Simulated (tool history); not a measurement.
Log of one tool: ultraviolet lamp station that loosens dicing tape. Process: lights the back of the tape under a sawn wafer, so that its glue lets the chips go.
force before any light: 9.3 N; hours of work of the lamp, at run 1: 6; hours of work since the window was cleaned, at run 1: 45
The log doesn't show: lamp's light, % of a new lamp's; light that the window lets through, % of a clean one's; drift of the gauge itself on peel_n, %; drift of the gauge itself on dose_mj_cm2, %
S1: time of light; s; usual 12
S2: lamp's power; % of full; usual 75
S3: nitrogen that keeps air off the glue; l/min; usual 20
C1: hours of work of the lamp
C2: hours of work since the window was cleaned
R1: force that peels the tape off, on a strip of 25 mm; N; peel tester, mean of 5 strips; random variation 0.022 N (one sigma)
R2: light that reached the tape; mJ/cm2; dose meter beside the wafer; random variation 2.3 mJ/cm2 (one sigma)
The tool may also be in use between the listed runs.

| run | hour | S1 | S2 | S3 | C1 | C2 | R1 | R2 |
|---|---|---|---|---|---|---|---|---|
| 1 | 0 | 12 | 75 | 20 | 6 | 45 | 1.129 | 224 |
| 2 | 34.7 | 12 | 75 | 20 | 20 | 59 | 1.187 | 230 |
| 3 | 53.7 | 12 | 75 | 20 | 28 | 67 | 1.149 | 225 |
| 4 | 94 | 12 | 75 | 20 | 44 | 84 | 1.212 | 223 |
| 5 | 130.6 | 12 | 75 | 20 | 59 | 98 | 1.236 | 222 |
| 6 | 151.6 | 12 | 75 | 20 | 68 | 107 | 1.235 | 221 |
| 7 | 179.2 | 12 | 77 | 20 | 79 | 118 | 1.165 | 222 |
| 8 | 209.2 | 12 | 77 | 20 | 91 | 130 | 1.224 | 220 |
| 9 | 246.5 | 6 | 75 | 20 | 106 | 145 | 3.618 | 106 |
| 10 | 275 | 12 | 75 | 20 | 118 | 157 | 1.333 | 207 |
| 11 | 315.3 | 12 | 75 | 20 | 134 | 173 | 1.332 | 209 |
| 12 | 353.5 | 12 | 75 | 20 | 149 | 189 | 1.393 | 203 |
| 13 | 373.9 | 12 | 75 | 20 | 158 | 197 | 1.46 | 203 |
| 14 | 393.7 | 12 | 75 | 20 | 166 | 205 | 1.375 | 199 |
| 15 | 426 | 12 | 75 | 20 | 179 | 218 | 1.442 | 200 |
| 16 | 466.5 | 12 | 75 | 20 | 195 | 235 | 1.47 | 198 |
| 17 | 494 | 12 | 75 | 20 | 206 | 246 | 1.53 | 192 |
| 18 | 524.7 | 12 | 75 | 20 | 219 | 258 | 1.542 | 196 |
| 19 | 554.1 | 12 | 75 | 20 | 231 | 270 | 1.552 | 189 |
| 20 | 594.9 | 12 | 75 | 12 | 247 | 287 | 1.91 | 188 |
| 21 | 624.6 | 12 | 83 | 20 | 259 | 299 | 1.349 | 205 |
| 22 | 652.6 | 7 | 75 | 20 | 271 | 310 | 3.508 | 110 |
| 23 | 672.7 | 7 | 75 | 20 | 279 | 318 | 3.488 | 108 |
| 24 | 710.5 | 7 | 75 | 20 | 294 | 333 | 3.532 | 105 |
| 25 | 741.3 | 7 | 75 | 20 | 307 | 346 | 3.325 | 107 |
|  | 744 | window cleaned of glue's vapour |
| 26 | 768.8 | 12 | 66 | 20 | 318 | 10 | 2.303 | 149 |
| 27 | 786.5 | 23 | 73 | 20 | 325 | 17 | 0.521 | 318 |
|  | 811.9 | window cleaned of glue's vapour, once more |
| 28 | 817.8 | 10 | 73 | 13 | 337 | 2 | 2.514 | 159 |
| 29 | 858.1 | 18 | 97 | 16 | 354 | 19 | 0.396 | 367 |
| 30 | 874.7 | 18 | 97 | 16 | 360 | 25 | 0.412 | 368 |
| 31 | 893.9 | 18 | 97 | 16 | 368 | 33 | 0.402 | 369 |
| 32 | 931 | 18 | 97 | 16 | 383 | 48 | 0.439 | 359 |
| 33 | 966.4 | 16 | 97 | 6 | 397 | 63 | 1.083 | 319 |
| 34 | 1001 | 14 | 92 | 37 | 411 | 77 | 0.685 | 261 |
| 35 | 1023.7 | 22 | 67 | 20 | 421 | 86 | 0.653 | 294 |
| 36 | 1044.6 | 22 | 67 | 20 | 429 | 94 | 0.663 | 288 |
| 37 | 1084.5 | 15 | 71 | 20 | 445 | 110 | 1.372 | 211 |
| 38 | 1114.9 | 15 | 71 | 20 | 458 | 123 | 1.454 | 208 |
| 39 | 1150.1 | 12 | 61 | 11 | 472 | 137 | 2.994 | 139 |
| 40 | 1172.8 | 12 | 61 | 11 | 481 | 146 | 3.008 | 140 |
| 41 | 1210.7 | 8 | 61 | 7 | 496 | 162 | 4.918 | 86 |
| 42 | 1235.7 | 13 | 92 | 28 | 507 | 172 | 1.063 | 227 |

5 ways to go on from here, each from the tool as it stands after run 42. What would each give?
| A | 1259 | 13 | 67 | 12 | 516 | 181 | ? | ? |
| B | 1259 | 16 | 92 | 15 | 516 | 181 | ? | ? |
| C | 1259 | 12 | 67 | 20 | 516 | 181 | ? | ? |
| D | 1259 | 13 | 65 | 12 | 516 | 181 | ? | ? |
| E | 1259 | 16 | 82 | 28 | 516 | 181 | ? | ? |

| run | R1 | R2 |
|---|---|---|
| A | 2.561 | 160 |
| B | 0.902 | 274 |
| C | 2.405 | 147 |
| D | 2.606 | 155 |
| E | 0.902 | 242 |
Without the tool's hidden state the same runs would have given:
| run | R1 | R2 |
|---|---|---|
| A | 1.499 | 226 |
| B | 0.375 | 386 |
| C | 1.379 | 208 |
| D | 1.544 | 219 |
| E | 0.373 | 342 |
